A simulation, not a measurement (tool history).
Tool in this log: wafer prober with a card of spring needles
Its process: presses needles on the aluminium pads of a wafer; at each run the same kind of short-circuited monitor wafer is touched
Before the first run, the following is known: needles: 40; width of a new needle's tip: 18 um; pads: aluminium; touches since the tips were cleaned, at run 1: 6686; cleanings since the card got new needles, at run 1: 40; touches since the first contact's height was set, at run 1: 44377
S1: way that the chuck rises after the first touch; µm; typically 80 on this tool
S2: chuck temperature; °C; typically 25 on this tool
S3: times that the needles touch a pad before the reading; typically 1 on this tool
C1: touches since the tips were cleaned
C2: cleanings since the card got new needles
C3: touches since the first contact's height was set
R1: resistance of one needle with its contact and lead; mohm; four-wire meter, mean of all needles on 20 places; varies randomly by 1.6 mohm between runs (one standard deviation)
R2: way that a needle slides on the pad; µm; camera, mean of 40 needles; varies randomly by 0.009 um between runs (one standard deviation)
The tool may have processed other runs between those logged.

run 1 hour=0 | S1=80 S2=25 S3=1 | C1=6686 C2=40 C3=44377 | R1=154 R2=12.444
-- hour=13.1 tips cleaned on abrasive film
run 2 hour=38.2 | S1=64 S2=25 S3=1 | C1=6102 C2=41 C3=53641 | R1=160 R2=9.963
-- hour=50.3 tips cleaned on abrasive film
-- hour=90.9 tips cleaned on abrasive film
run 3 hour=125.2 | S1=64 S2=25 S3=1 | C1=8352 C2=43 C3=74757 | R1=158 R2=9.939
-- hour=132.1 tips cleaned on abrasive film
-- hour=169.3 tips cleaned on abrasive film
-- hour=195.9 height of the first contact set anew
-- hour=206.9 tips cleaned on abrasive film
run 4 hour=206.9 | S1=80 S2=25 S3=1 | C1=0 C2=46 C3=2650 | R1=154 R2=12.419
-- hour=246.3 tips cleaned on abrasive film
run 5 hour=271.1 | S1=80 S2=25 S3=1 | C1=6052 C2=47 C3=18244 | R1=153 R2=12.406
-- hour=284.2 tips cleaned on abrasive film
-- hour=321.8 tips cleaned on abrasive film
run 6 hour=321.8 | S1=80 S2=25 S3=1 | C1=0 C2=49 C3=30511 | R1=155 R2=12.405
-- hour=361.5 tips cleaned on abrasive film
-- hour=399.1 tips cleaned on abrasive film
run 7 hour=399.1 | S1=80 S2=25 S3=1 | C1=0 C2=51 C3=49272 | R1=155 R2=12.404
-- hour=437.8 tips cleaned on abrasive film
run 8 hour=463 | S1=80 S2=25 S3=1 | C1=6135 C2=52 C3=64804 | R1=156 R2=12.39

The next listed run, before its measurement:
-- hour=477.7 tips cleaned on abrasive film
-- hour=516.5 tips cleaned on abrasive film
run 9 hour=526.1 | S1=80 S2=25 S3=1 | C1=2348 C2=54 C3=80104 | R1=? R2=?

{"run 9": {"R1": 151, "R2": 12.367}}
Minus the tool's unlogged condition, the same run would have read R1 150 mohm, R2 12.438 µm.
